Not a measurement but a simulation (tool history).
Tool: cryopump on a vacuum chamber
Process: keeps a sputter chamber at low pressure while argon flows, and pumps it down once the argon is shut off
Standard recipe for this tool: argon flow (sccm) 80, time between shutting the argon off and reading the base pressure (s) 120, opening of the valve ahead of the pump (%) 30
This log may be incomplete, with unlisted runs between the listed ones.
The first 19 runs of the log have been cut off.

run     day  argon flow (sccm)  time between shutting the argon off and reading the base pressure (s)  opening of the valve ahead of the pump (%)  hours of work since the pump was warmed up and emptied  hours of work since the cold head was overhauled  hours of work since the chamber's fittings were tightened  pressure while argon flows (Pa)  pressure after the wait (uPa)
 20  15.392                111                                                                     89                                          30                                                     516                                               516                                                        632                           0.5967                           1.35
 21  16.104                 72                                                                    292                                          16                                                     527                                               527                                                        644                           0.7110                           0.72
 22  16.817                 70                                                                    120                                          30                                                     539                                               539                                                        655                           0.3791                           1.13
 23  17.400                 54                                                                    120                                          30                                                     548                                               548                                                        664                           0.2917                           1.13
 24  18.433                 89                                                                    120                                          30                                                     564                                               564                                                        681                           0.4849                           1.14
 25  19.412                 72                                                                     29                                          38                                                     580                                               580                                                        696                           0.3150                           3.10
 26  20.512                 65                                                                    100                                          30                                                     597                                               597                                                        714                           0.3557                           1.24
 27  21.296                 79                                                                     22                                          28                                                     610                                               610                                                        726                           0.4591                           3.91
 28  22.033                 79                                                                     22                                          28                                                     621                                               621                                                        738                           0.4584                           3.97
 29  22.525                 54                                                                     83                                          32                                                     629                                               629                                                        746                           0.2773                           1.39
 30  23.017                 54                                                                     83                                          32                                                     637                                               637                                                        754                           0.2750                           1.46
 31  23.783                 45                                                                    220                                          30                                                     649                                               649                                                        766                           0.2459                           0.85
 32  24.496                 45                                                                    220                                          30                                                     660                                               660                                                        777                           0.2447                           0.85
 33  25.229                 53                                                                     30                                          30                                                     672                                               672                                                        789                           0.2919                           3.08
 34  25.804                 53                                                                     30                                          30                                                     681                                               681                                                        798                           0.2890                           3.04

What will run 35 give?
     26.417  -- pump warmed up, emptied and cooled again
 35  27.138                 80                                                                     57                                          38                                                      11                                               699                                                        816                                ?                              ?

pressure while argon flows (Pa): 0.3261
pressure after the wait (uPa): 1.76
If the tool had no hidden condition, the same run with the same run-to-run variation would have returned pressure while argon flows (Pa) 0.3250, pressure after the wait (uPa) 1.59.
